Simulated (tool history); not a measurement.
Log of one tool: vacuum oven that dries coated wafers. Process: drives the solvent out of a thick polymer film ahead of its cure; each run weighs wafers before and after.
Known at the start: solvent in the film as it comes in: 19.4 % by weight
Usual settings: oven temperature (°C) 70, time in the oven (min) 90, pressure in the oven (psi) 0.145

run 1 hour=0 | oven_temperature_(°C)=70 time_in_the_oven_(min)=90 pressure_in_the_oven_(psi)=0.145 | solvent_left_in_the_film_(%)=2.66
run 2 hour=38.4 | oven_temperature_(°C)=65 time_in_the_oven_(min)=90 pressure_in_the_oven_(psi)=0.145 | solvent_left_in_the_film_(%)=3.69
run 3 hour=65.3 | oven_temperature_(°C)=65 time_in_the_oven_(min)=49 pressure_in_the_oven_(psi)=0.145 | solvent_left_in_the_film_(%)=7.05
run 4 hour=100.7 | oven_temperature_(°C)=70 time_in_the_oven_(min)=90 pressure_in_the_oven_(psi)=0.145 | solvent_left_in_the_film_(%)=2.65
run 5 hour=134.9 | oven_temperature_(°C)=70 time_in_the_oven_(min)=90 pressure_in_the_oven_(psi)=0.145 | solvent_left_in_the_film_(%)=2.58
run 6 hour=161.8 | oven_temperature_(°C)=70 time_in_the_oven_(min)=90 pressure_in_the_oven_(psi)=0.145 | solvent_left_in_the_film_(%)=2.67
run 7 hour=183.5 | oven_temperature_(°C)=70 time_in_the_oven_(min)=90 pressure_in_the_oven_(psi)=0.145 | solvent_left_in_the_film_(%)=2.62
run 8 hour=232.4 | oven_temperature_(°C)=70 time_in_the_oven_(min)=90 pressure_in_the_oven_(psi)=0.145 | solvent_left_in_the_film_(%)=2.76
run 9 hour=271.5 | oven_temperature_(°C)=70 time_in_the_oven_(min)=90 pressure_in_the_oven_(psi)=0.145 | solvent_left_in_the_film_(%)=2.67
run 10 hour=293.8 | oven_temperature_(°C)=70 time_in_the_oven_(min)=90 pressure_in_the_oven_(psi)=0.347 | solvent_left_in_the_film_(%)=3.13
run 11 hour=323.4 | oven_temperature_(°C)=70 time_in_the_oven_(min)=90 pressure_in_the_oven_(psi)=0.347 | solvent_left_in_the_film_(%)=3.24
run 12 hour=373.9 | oven_temperature_(°C)=70 time_in_the_oven_(min)=90 pressure_in_the_oven_(psi)=0.145 | solvent_left_in_the_film_(%)=2.75
run 13 hour=397.3 | oven_temperature_(°C)=70 time_in_the_oven_(min)=90 pressure_in_the_oven_(psi)=0.145 | solvent_left_in_the_film_(%)=2.66
run 14 hour=439.4 | oven_temperature_(°C)=70 time_in_the_oven_(min)=90 pressure_in_the_oven_(psi)=0.145 | solvent_left_in_the_film_(%)=2.76
run 15 hour=489.8 | oven_temperature_(°C)=70 time_in_the_oven_(min)=90 pressure_in_the_oven_(psi)=0.145 | solvent_left_in_the_film_(%)=2.74
run 16 hour=512.2 | oven_temperature_(°C)=70 time_in_the_oven_(min)=90 pressure_in_the_oven_(psi)=0.145 | solvent_left_in_the_film_(%)=2.78
run 17 hour=549.3 | oven_temperature_(°C)=70 time_in_the_oven_(min)=90 pressure_in_the_oven_(psi)=0.145 | solvent_left_in_the_film_(%)=2.87
run 18 hour=585.1 | oven_temperature_(°C)=70 time_in_the_oven_(min)=90 pressure_in_the_oven_(psi)=0.145 | solvent_left_in_the_film_(%)=2.81
run 19 hour=629.7 | oven_temperature_(°C)=70 time_in_the_oven_(min)=90 pressure_in_the_oven_(psi)=0.116 | solvent_left_in_the_film_(%)=2.76
run 20 hour=673.9 | oven_temperature_(°C)=84 time_in_the_oven_(min)=90 pressure_in_the_oven_(psi)=0.145 | solvent_left_in_the_film_(%)=0.8
run 21 hour=708.5 | oven_temperature_(°C)=70 time_in_the_oven_(min)=90 pressure_in_the_oven_(psi)=0.145 | solvent_left_in_the_film_(%)=2.88
run 22 hour=741.4 | oven_temperature_(°C)=70 time_in_the_oven_(min)=90 pressure_in_the_oven_(psi)=0.145 | solvent_left_in_the_film_(%)=2.86
run 23 hour=762.1 | oven_temperature_(°C)=74 time_in_the_oven_(min)=76 pressure_in_the_oven_(psi)=0.087 | solvent_left_in_the_film_(%)=2.68
run 24 hour=783.7 | oven_temperature_(°C)=64 time_in_the_oven_(min)=49 pressure_in_the_oven_(psi)=0.103 | solvent_left_in_the_film_(%)=7.67
run 25 hour=806.6 | oven_temperature_(°C)=64 time_in_the_oven_(min)=49 pressure_in_the_oven_(psi)=0.103 | solvent_left_in_the_film_(%)=7.56
run 26 hour=850.8 | oven_temperature_(°C)=70 time_in_the_oven_(min)=146 pressure_in_the_oven_(psi)=0.086 | solvent_left_in_the_film_(%)=1.13
run 27 hour=881.5 | oven_temperature_(°C)=66 time_in_the_oven_(min)=63 pressure_in_the_oven_(psi)=0.087 | solvent_left_in_the_film_(%)=5.76
run 28 hour=917.9 | oven_temperature_(°C)=70 time_in_the_oven_(min)=111 pressure_in_the_oven_(psi)=0.09 | solvent_left_in_the_film_(%)=1.98
run 29 hour=951.9 | oven_temperature_(°C)=70 time_in_the_oven_(min)=111 pressure_in_the_oven_(psi)=0.09 | solvent_left_in_the_film_(%)=2.06
run 30 hour=987.2 | oven_temperature_(°C)=69 time_in_the_oven_(min)=111 pressure_in_the_oven_(psi)=0.087 | solvent_left_in_the_film_(%)=2.13
run 31 hour=1037.3 | oven_temperature_(°C)=75 time_in_the_oven_(min)=147 pressure_in_the_oven_(psi)=0.086 | solvent_left_in_the_film_(%)=0.74
run 32 hour=1070.9 | oven_temperature_(°C)=61 time_in_the_oven_(min)=147 pressure_in_the_oven_(psi)=0.078 | solvent_left_in_the_film_(%)=2.69
run 33 hour=1120.9 | oven_temperature_(°C)=61 time_in_the_oven_(min)=147 pressure_in_the_oven_(psi)=0.078 | solvent_left_in_the_film_(%)=2.63
run 34 hour=1147.6 | oven_temperature_(°C)=63 time_in_the_oven_(min)=59 pressure_in_the_oven_(psi)=0.36 | solvent_left_in_the_film_(%)=7.76
run 35 hour=1197 | oven_temperature_(°C)=55 time_in_the_oven_(min)=59 pressure_in_the_oven_(psi)=0.444 | solvent_left_in_the_film_(%)=10.3
run 36 hour=1217.7 | oven_temperature_(°C)=68 time_in_the_oven_(min)=121 pressure_in_the_oven_(psi)=0.505 | solvent_left_in_the_film_(%)=3.38
run 37 hour=1262.2 | oven_temperature_(°C)=70 time_in_the_oven_(min)=158 pressure_in_the_oven_(psi)=0.145 | solvent_left_in_the_film_(%)=1.24
run 38 hour=1284.1 | oven_temperature_(°C)=62 time_in_the_oven_(min)=90 pressure_in_the_oven_(psi)=0.148 | solvent_left_in_the_film_(%)=5.22
run 39 hour=1318.4 | oven_temperature_(°C)=76 time_in_the_oven_(min)=90 pressure_in_the_oven_(psi)=0.135 | solvent_left_in_the_film_(%)=1.86
run 40 hour=1350.8 | oven_temperature_(°C)=69 time_in_the_oven_(min)=115 pressure_in_the_oven_(psi)=0.196 | solvent_left_in_the_film_(%)=2.44
run 41 hour=1374 | oven_temperature_(°C)=69 time_in_the_oven_(min)=115 pressure_in_the_oven_(psi)=0.196 | solvent_left_in_the_film_(%)=2.6
run 42 hour=1400.8 | oven_temperature_(°C)=69 time_in_the_oven_(min)=115 pressure_in_the_oven_(psi)=0.196 | solvent_left_in_the_film_(%)=2.48
run 43 hour=1429.7 | oven_temperature_(°C)=69 time_in_the_oven_(min)=115 pressure_in_the_oven_(psi)=0.196 | solvent_left_in_the_film_(%)=2.46

3 ways to go on from here, each from the tool as it stands after run 43. What would each give?
run A hour=1480.6 | oven_temperature_(°C)=69 time_in_the_oven_(min)=115 pressure_in_the_oven_(psi)=0.35 | solvent_left_in_the_film_(%)=?
run B hour=1480.6 | oven_temperature_(°C)=76 time_in_the_oven_(min)=90 pressure_in_the_oven_(psi)=0.145 | solvent_left_in_the_film_(%)=?
run C hour=1480.6 | oven_temperature_(°C)=69 time_in_the_oven_(min)=90 pressure_in_the_oven_(psi)=0.197 | solvent_left_in_the_film_(%)=?

run=A solvent_left_in_the_film_(%)=3
run=B solvent_left_in_the_film_(%)=2.01
run=C solvent_left_in_the_film_(%)=3.54
Without the tool's hidden state the same runs would have given:
run=A solvent_left_in_the_film_(%)=2.21
run=B solvent_left_in_the_film_(%)=1.41
run=C solvent_left_in_the_film_(%)=2.69
